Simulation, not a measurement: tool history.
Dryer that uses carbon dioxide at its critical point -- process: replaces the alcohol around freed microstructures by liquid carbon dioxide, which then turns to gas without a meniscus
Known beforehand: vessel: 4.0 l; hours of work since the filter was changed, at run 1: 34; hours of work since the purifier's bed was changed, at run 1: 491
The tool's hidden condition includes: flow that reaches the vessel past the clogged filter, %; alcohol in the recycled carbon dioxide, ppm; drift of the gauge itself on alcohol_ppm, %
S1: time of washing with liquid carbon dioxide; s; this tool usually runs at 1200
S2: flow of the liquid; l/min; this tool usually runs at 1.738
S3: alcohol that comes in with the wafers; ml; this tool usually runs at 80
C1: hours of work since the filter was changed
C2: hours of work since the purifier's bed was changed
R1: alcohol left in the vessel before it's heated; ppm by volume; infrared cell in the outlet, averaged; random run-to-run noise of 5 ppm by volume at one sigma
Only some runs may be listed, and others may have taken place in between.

| run | hour | S1 | S2 | S3 | C1 | C2 | R1 |
|---|---|---|---|---|---|---|---|
| 1 | 0.0 | 1200 | 1.738 | 80 | 34 | 491 | 162 |
| 2 | 27.5 | 1200 | 1.738 | 60 | 45 | 503 | 135 |
| 3 | 46.3 | 1200 | 1.738 | 60 | 53 | 511 | 138 |
| 4 | 74.8 | 1200 | 1.738 | 30 | 66 | 524 | 138 |
| 5 | 106.6 | 1200 | 1.738 | 30 | 79 | 537 | 143 |
| 6 | 130.9 | 1200 | 1.738 | 30 | 90 | 548 | 136 |
| 7 | 151.0 | 1200 | 1.738 | 30 | 98 | 556 | 148 |
| 8 | 186.8 | 1200 | 1.738 | 30 | 114 | 572 | 146 |
| 9 | 220.7 | 1200 | 1.738 | 30 | 128 | 586 | 149 |
| 10 | 254.9 | 1200 | 1.738 | 30 | 143 | 601 | 142 |
| 11 | 280.8 | 1200 | 1.738 | 30 | 154 | 612 | 153 |
| 12 | 310.4 | 1200 | 1.738 | 30 | 167 | 625 | 155 |
| 13 | 341.7 | 1200 | 1.738 | 30 | 180 | 638 | 155 |
| 14 | 380.7 | 1200 | 1.738 | 30 | 197 | 655 | 158 |
| 15 | 420.2 | 1200 | 1.470 | 30 | 214 | 672 | 204 |
| 16 | 460.0 | 1200 | 1.470 | 30 | 231 | 689 | 203 |
| 17 | 486.0 | 1200 | 1.470 | 30 | 243 | 700 | 210 |
| 18 | 520.2 | 1200 | 1.470 | 30 | 257 | 715 | 211 |
| 19 | 545.3 | 1200 | 1.470 | 30 | 268 | 726 | 211 |
| 20 | 568.1 | 1200 | 2.020 | 80 | 278 | 736 | 176 |
| 21 | 598.2 | 1200 | 1.510 | 80 | 291 | 749 | 298 |
| 22 | 618.7 | 1200 | 1.370 | 80 | 300 | 757 | 398 |
|  | 625.9 | inlet filter changed |
| 23 | 658.0 | 1200 | 1.370 | 80 | 14 | 774 | 320 |
| 24 | 689.0 | 1200 | 1.370 | 80 | 27 | 787 | 335 |
| 25 | 730.5 | 1200 | 1.770 | 48 | 45 | 805 | 194 |
|  | 743.3 | purifier's bed changed |
| 26 | 753.0 | 1200 | 1.738 | 57 | 53 | 4 | 40 |
| 27 | 775.6 | 1200 | 1.738 | 57 | 63 | 14 | 35 |
| 28 | 817.7 | 1080 | 1.738 | 85 | 81 | 32 | 106 |
| 29 | 851.0 | 1200 | 1.530 | 31 | 95 | 46 | 47 |
| 30 | 875.4 | 1620 | 1.940 | 23 | 106 | 57 | 14 |
| 31 | 895.6 | 1620 | 1.940 | 23 | 115 | 65 | 15 |
| 32 | 923.1 | 1200 | 1.738 | 66 | 126 | 77 | 63 |
| 33 | 950.6 | 1260 | 2.300 | 31 | 138 | 89 | 21 |
| 34 | 983.9 | 1200 | 1.210 | 91 | 153 | 103 | 406 |
| 35 | 1013.7 | 1200 | 1.210 | 91 | 165 | 116 | 409 |
| 36 | 1054.0 | 1140 | 1.738 | 80 | 183 | 134 | 96 |
| 37 | 1072.2 | 1140 | 1.738 | 80 | 191 | 141 | 111 |
| 38 | 1113.3 | 1140 | 1.738 | 80 | 208 | 159 | 116 |
| 39 | 1145.8 | 1380 | 1.930 | 45 | 222 | 173 | 37 |
| 40 | 1187.9 | 1020 | 1.470 | 45 | 240 | 191 | 212 |
| 41 | 1208.4 | 1020 | 1.470 | 45 | 249 | 200 | 213 |
| 42 | 1229.3 | 1680 | 1.470 | 94 | 258 | 209 | 73 |
| 43 | 1260.7 | 1680 | 1.470 | 94 | 272 | 222 | 75 |
| 44 | 1298.2 | 1140 | 2.550 | 80 | 288 | 239 | 61 |
| 45 | 1316.8 | 1680 | 1.510 | 80 | 296 | 247 | 82 |
|  | 1332.2 | inlet filter changed |
| 46 | 1352.7 | 1320 | 1.180 | 38 | 9 | 262 | 156 |

What if the next run were any one of these 4? Each begins from the tool's condition after run 46:
| A | 1379.8 | 840 | 1.410 | 21 | 20 | 273 | ? |
| B | 1379.8 | 1920 | 1.738 | 61 | 20 | 273 | ? |
| C | 1379.8 | 720 | 2.450 | 44 | 20 | 273 | ? |
| D | 1379.8 | 1080 | 1.600 | 39 | 20 | 273 | ? |

| run | R1 |
|---|---|
| A | 211 |
| B | 65 |
| C | 113 |
| D | 114 |
Had the tool no hidden state, the same runs would have come out as:
| run | R1 |
|---|---|
| A | 149 |
| B | 10 |
| C | 53 |
| D | 54 |
